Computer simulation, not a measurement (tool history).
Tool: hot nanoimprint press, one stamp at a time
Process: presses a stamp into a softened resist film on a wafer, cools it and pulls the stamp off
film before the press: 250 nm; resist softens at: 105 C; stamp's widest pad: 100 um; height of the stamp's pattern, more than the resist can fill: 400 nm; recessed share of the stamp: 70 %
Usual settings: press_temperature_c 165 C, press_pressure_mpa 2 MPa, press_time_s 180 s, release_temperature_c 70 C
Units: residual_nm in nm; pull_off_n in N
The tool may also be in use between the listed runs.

run    day  press_temperature_c  press_pressure_mpa  press_time_s  release_temperature_c  residual_nm  pull_off_n
  1      0                  165                   2           180                     70          135         199
  2  0.733                  165                   2           180                     70        133.9         205
  3  1.171                  165                   2           180                     70        134.6         217
  4  1.929                  165                   2           250                     70        120.6         216
  5  2.417                  165                   2           250                     70        121.1         205
     2.617  -- plate thermocouple calibrated
  6  3.204                  165                   2           180                     70        133.3         220
  7  3.588                  165                   2           180                     70          133         214
  8  3.996                  165                   2           345                     70        107.5         214
  9    4.5                  158                   2           148                     70        172.3         218
     4.738  -- plate thermocouple calibrated, once more
 10  5.521                  166                   2           180                     78        132.3         182
 11   6.35                  166                   2           180                     78        132.2         187

3 ways to go on from here, each from the tool as it stands after run 11. What would each give?
  A  6.967                  169                1.45           203                     70            ?           ?
  B  6.967                  165                2.54           180                     70            ?           ?
  C  6.967                  166                2.84           132                     65            ?           ?

run  residual_nm  pull_off_n
  A        135.6         225
  B        121.7         223
  C        122.9         258
Without the tool's hidden state the same runs would have given:
run  residual_nm  pull_off_n
  A        136.3         179
  B        122.3         177
  C        123.5         205
